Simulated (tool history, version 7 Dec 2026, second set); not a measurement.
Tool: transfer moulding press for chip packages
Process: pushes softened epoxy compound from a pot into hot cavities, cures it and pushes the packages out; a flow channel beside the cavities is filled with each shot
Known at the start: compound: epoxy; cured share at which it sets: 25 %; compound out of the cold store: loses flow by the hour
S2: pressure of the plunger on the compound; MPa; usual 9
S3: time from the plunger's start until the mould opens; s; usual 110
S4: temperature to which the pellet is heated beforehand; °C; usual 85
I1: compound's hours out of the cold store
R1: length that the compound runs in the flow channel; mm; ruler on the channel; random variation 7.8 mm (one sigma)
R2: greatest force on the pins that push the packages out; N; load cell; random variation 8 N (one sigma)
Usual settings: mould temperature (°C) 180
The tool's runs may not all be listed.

{"run": 1, "day": 0.0, "mould temperature (°C)": 180, "S2": 9, "S3": 110, "S4": 85, "I1": 24.3, "R1": 860, "R2": 542}
{"run": 2, "day": 0.288, "mould temperature (°C)": 180, "S2": 9, "S3": 110, "S4": 92, "I1": 30.9, "R1": 821, "R2": 545}
{"run": 3, "day": 0.588, "mould temperature (°C)": 180, "S2": 8.25, "S3": 110, "S4": 85, "I1": 33.6, "R1": 788, "R2": 560}
{"run": 4, "day": 1.162, "mould temperature (°C)": 180, "S2": 8.25, "S3": 110, "S4": 85, "I1": 13.5, "R1": 895, "R2": 632}
{"run": 5, "day": 1.442, "mould temperature (°C)": 180, "S2": 8.25, "S3": 110, "S4": 85, "I1": 41.4, "R1": 730, "R2": 568}
{"run": 6, "day": 1.879, "mould temperature (°C)": 180, "S2": 9, "S3": 110, "S4": 79, "I1": 33.3, "R1": 817, "R2": 607}
{"run": 7, "day": 2.35, "mould temperature (°C)": 180, "S2": 9, "S3": 110, "S4": 79, "I1": 45.1, "R1": 744, "R2": 613}
{"day": 2.688, "done": "cavities cleaned with cleaning compound and waxed"}
{"run": 8, "day": 2.742, "mould temperature (°C)": 180, "S2": 9, "S3": 110, "S4": 79, "I1": 24.9, "R1": 865, "R2": 792}
{"run": 9, "day": 3.1, "mould temperature (°C)": 180, "S2": 9, "S3": 110, "S4": 79, "I1": 20.7, "R1": 875, "R2": 768}
{"run": 10, "day": 3.558, "mould temperature (°C)": 180, "S2": 9, "S3": 110, "S4": 79, "I1": 22.3, "R1": 867, "R2": 756}
{"run": 11, "day": 3.929, "mould temperature (°C)": 180, "S2": 9, "S3": 110, "S4": 85, "I1": 37.3, "R1": 794, "R2": 684}
{"run": 12, "day": 4.275, "mould temperature (°C)": 180, "S2": 9, "S3": 110, "S4": 85, "I1": 18.4, "R1": 889, "R2": 732}
{"day": 4.442, "done": "cavities cleaned with cleaning compound and waxed, once more"}
{"run": 13, "day": 4.621, "mould temperature (°C)": 180, "S2": 9, "S3": 110, "S4": 87, "I1": 40.9, "R1": 749, "R2": 387}
{"run": 14, "day": 5.083, "mould temperature (°C)": 178, "S2": 9, "S3": 110, "S4": 87, "I1": 12.2, "R1": 934, "R2": 522}
{"run": 15, "day": 5.379, "mould temperature (°C)": 180, "S2": 9, "S3": 110, "S4": 79, "I1": 8.1, "R1": 955, "R2": 532}
{"run": 16, "day": 5.717, "mould temperature (°C)": 180, "S2": 9, "S3": 110, "S4": 79, "I1": 11.3, "R1": 941, "R2": 553}
{"run": 17, "day": 6.15, "mould temperature (°C)": 183, "S2": 7.22, "S3": 149, "S4": 80, "I1": 30.2, "R1": 721, "R2": 404}
{"run": 18, "day": 6.479, "mould temperature (°C)": 177, "S2": 9, "S3": 91, "S4": 85, "I1": 16.5, "R1": 896, "R2": 1088}
{"run": 19, "day": 6.858, "mould temperature (°C)": 177, "S2": 9, "S3": 91, "S4": 85, "I1": 33.8, "R1": 792, "R2": 999}
{"run": 20, "day": 7.175, "mould temperature (°C)": 185, "S2": 9, "S3": 110, "S4": 85, "I1": 42.6, "R1": 733, "R2": 502}
{"run": 21, "day": 7.742, "mould temperature (°C)": 180, "S2": 9, "S3": 123, "S4": 85, "I1": 30.9, "R1": 799, "R2": 507}
{"run": 22, "day": 8.046, "mould temperature (°C)": 180, "S2": 9, "S3": 117, "S4": 85, "I1": 38.5, "R1": 764, "R2": 556}
{"run": 23, "day": 8.621, "mould temperature (°C)": 180, "S2": 9, "S3": 110, "S4": 85, "I1": 42.3, "R1": 741, "R2": 613}
{"day": 8.725, "done": "cavities cleaned with cleaning compound and waxed"}
{"run": 24, "day": 9.062, "mould temperature (°C)": 180, "S2": 9, "S3": 91, "S4": 83, "I1": 18.2, "R1": 879, "R2": 659}
{"run": 25, "day": 9.375, "mould temperature (°C)": 180, "S2": 9, "S3": 145, "S4": 85, "I1": 37.3, "R1": 765, "R2": 332}
{"run": 26, "day": 9.75, "mould temperature (°C)": 182, "S2": 9, "S3": 125, "S4": 85, "I1": 29.5, "R1": 801, "R2": 389}
{"run": 27, "day": 10.225, "mould temperature (°C)": 182, "S2": 9.17, "S3": 105, "S4": 85, "I1": 25, "R1": 825, "R2": 534}
{"run": 28, "day": 10.771, "mould temperature (°C)": 183, "S2": 8.35, "S3": 110, "S4": 80, "I1": 14.9, "R1": 844, "R2": 499}
{"run": 29, "day": 11.175, "mould temperature (°C)": 183, "S2": 9, "S3": 110, "S4": 91, "I1": 13.6, "R1": 891, "R2": 499}

Forecast each of these 3 alternatives for the next run:
{"run": "A", "day": 11.725, "mould temperature (°C)": 173, "S2": 9, "S3": 110, "S4": 85, "I1": 31.9, "R1": "?", "R2": "?"}
{"run": "B", "day": 11.725, "mould temperature (°C)": 174, "S2": 9, "S3": 136, "S4": 91, "I1": 17, "R1": "?", "R2": "?"}
{"run": "C", "day": 11.725, "mould temperature (°C)": 183, "S2": 7.34, "S3": 110, "S4": 91, "I1": 21.9, "R1": "?", "R2": "?"}

run=A R1=794 R2=928
run=B R1=892 R2=630
run=C R1=755 R2=508
Without the tool's hidden state the same runs would have given:
run=A R1=883 R2=521
run=B R1=992 R2=361
run=C R1=840 R2=296
